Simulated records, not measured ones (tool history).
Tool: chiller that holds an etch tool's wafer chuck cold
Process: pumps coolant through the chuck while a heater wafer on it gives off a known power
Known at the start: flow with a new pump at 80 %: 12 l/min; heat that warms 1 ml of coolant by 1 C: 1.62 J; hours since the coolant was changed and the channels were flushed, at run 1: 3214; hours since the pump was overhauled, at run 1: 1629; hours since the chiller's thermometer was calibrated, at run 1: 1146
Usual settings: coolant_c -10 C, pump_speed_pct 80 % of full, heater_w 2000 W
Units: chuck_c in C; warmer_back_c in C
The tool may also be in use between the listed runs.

run,hour,coolant_c,pump_speed_pct,heater_w,hours since the coolant was changed and the channels were flushed,hours since the pump was overhauled,hours since the chiller's thermometer was calibrated,chuck_c,warmer_back_c
1,0.0,-10,80,2000,3214,1629,1146,5.8,6.46
2,18.1,-10,80,2000,3232,1647,1165,5.7,6.41
# hour 51.8: coolant changed, channels flushed
3,52.6,-10,66,2000,1,1675,1193,7.6,7.84
4,80.4,-10,66,2000,29,1703,1221,7.5,7.95
5,106.9,-10,79,2000,55,1730,1247,4.9,6.56
6,130.2,-10,82,2000,78,1753,1271,4.7,6.30
7,146.6,-10,80,2000,95,1769,1287,5.0,6.48
8,177.0,-10,80,2000,125,1800,1317,5.0,6.41
9,194.6,-10,80,2000,143,1817,1335,4.9,6.44
10,217.3,-10,80,2000,165,1840,1358,4.9,6.43
11,236.5,-10,80,2000,185,1859,1377,4.8,6.46
12,257.8,-10,80,2596,206,1881,1398,9.3,8.46
13,280.1,-10,80,2596,228,1903,1421,9.5,8.38
14,296.9,-10,80,2596,245,1920,1437,9.2,8.38
15,314.5,-10,98,2596,263,1937,1455,6.3,6.75
16,343.6,-10,91,2000,292,1966,1484,3.5,5.58
17,364.8,-5,98,1437,313,1988,1505,4.2,3.74
18,389.4,-14,98,1437,338,2012,1530,-4.8,3.70
19,419.2,-13,83,2000,367,2042,1560,1.6,6.21
20,438.5,-3,74,1380,387,2061,1579,8.2,4.85
21,453.6,-3,74,1380,402,2076,1594,8.2,4.82
22,482.3,-3,74,1380,430,2105,1623,8.3,4.85
23,506.4,0,69,1564,455,2129,1647,13.5,5.92
24,532.9,-3,97,1206,481,2156,1673,4.7,3.21
25,548.4,-2,66,2024,497,2171,1689,15.8,8.03
26,575.4,-2,68,2024,524,2198,1716,15.6,7.76
27,593.3,-19,93,1241,541,2216,1734,-10.6,3.43
28,614.1,-12,68,2336,562,2237,1755,8.5,9.01
29,642.1,-13,70,2336,590,2265,1782,7.0,8.81
30,657.2,-15,80,2160,605,2280,1798,1.3,6.94
31,687.3,-15,89,2160,635,2310,1828,0.0,6.22
32,704.3,-4,80,1883,652,2327,1845,10.4,6.09

The same runs without the tool's hidden state, with the same run-to-run variation:
The hidden state here: heat passed by the chuck's channels, % of clean ones'; flow at a given pump speed, % of a new pump's; coolant's true temperature over the reading, C; drift of the gauge itself on chuck_c, C; drift of the gauge itself on warmer_back_c, C.
run,chuck_c,warmer_back_c
1,4.2,6.21
2,4.1,6.16
3,6.8,7.53
4,6.7,7.63
5,4.1,6.30
6,3.9,6.04
7,4.2,6.22
8,4.2,6.15
9,4.1,6.17
10,4.0,6.16
11,3.9,6.19
12,8.3,8.10
13,8.4,8.02
14,8.2,8.01
15,5.3,6.45
16,2.7,5.33
17,3.5,3.57
18,-5.5,3.53
19,0.6,5.93
20,7.3,4.63
21,7.4,4.59
22,7.4,4.62
23,12.5,5.65
24,4.0,3.06
25,14.6,7.65
26,14.4,7.39
27,-11.4,3.26
28,7.1,8.57
29,5.6,8.37
30,0.1,6.60
31,-1.2,5.91
32,9.3,5.78

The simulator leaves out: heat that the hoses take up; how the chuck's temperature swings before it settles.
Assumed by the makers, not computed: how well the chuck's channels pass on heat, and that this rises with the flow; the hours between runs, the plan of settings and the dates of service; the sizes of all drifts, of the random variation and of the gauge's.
